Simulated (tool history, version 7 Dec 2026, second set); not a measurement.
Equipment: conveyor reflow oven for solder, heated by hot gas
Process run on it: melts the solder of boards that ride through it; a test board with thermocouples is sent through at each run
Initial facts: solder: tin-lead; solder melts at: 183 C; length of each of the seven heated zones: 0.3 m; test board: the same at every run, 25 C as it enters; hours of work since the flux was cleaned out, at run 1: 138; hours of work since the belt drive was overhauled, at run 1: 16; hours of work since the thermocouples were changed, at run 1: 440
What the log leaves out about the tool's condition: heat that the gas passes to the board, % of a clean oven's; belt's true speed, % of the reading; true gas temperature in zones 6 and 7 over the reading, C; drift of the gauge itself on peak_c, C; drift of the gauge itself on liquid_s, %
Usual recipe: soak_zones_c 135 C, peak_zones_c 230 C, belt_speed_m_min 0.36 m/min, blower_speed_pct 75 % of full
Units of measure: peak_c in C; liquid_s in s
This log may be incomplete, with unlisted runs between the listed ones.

run,day,soak_zones_c,peak_zones_c,belt_speed_m_min,blower_speed_pct,hours of work since the flux was cleaned out,hours of work since the belt drive was overhauled,hours of work since the thermocouples were changed,peak_c,liquid_s
1,0,135,230,0.36,75,138,16,440,216.8,73.7
2,0.438,135,230,0.36,75,145,23,447,216.9,73.9
3,0.746,135,230,0.36,75,150,27,451,216.7,74.2
4,1.033,135,230,0.36,75,154,32,456,216.5,74.1
5,1.417,135,230,0.36,75,160,38,462,216.6,73.8
6,1.729,135,229,0.36,75,165,43,467,215.7,73.1
7,2.042,135,229,0.36,75,170,48,472,215.3,73.2
8,2.458,135,229,0.36,75,176,54,478,215.9,73.1
9,2.842,135,218,0.36,56,182,60,484,201.8,52.5
10,3.142,135,218,0.36,56,187,65,489,201.5,52.1
11,3.467,135,219,0.339,67,192,70,494,206.8,67.1
12,3.875,135,230,0.36,75,198,76,500,216.9,73.9
13,4.212,137,230,0.366,82,203,81,505,217.6,74.6

Each row is a separate what-if for the run after 13, all from the same tool condition, not one after another. Results?
A,4.508,137,239,0.381,82,208,86,510,?,?
B,4.508,133,230,0.36,55,208,86,510,?,?
C,4.508,133,230,0.314,57,208,86,510,?,?
D,4.508,137,230,0.348,82,208,86,510,?,?

run,peak_c,liquid_s
A,224.8,77.4
B,210.8,64.7
C,215.6,82.8
D,219.3,80.3
Had the tool no hidden state, the same runs would have come out as:
run,peak_c,liquid_s
A,224.9,77.5
B,210.9,64.8
C,215.7,83
D,219.4,80.4
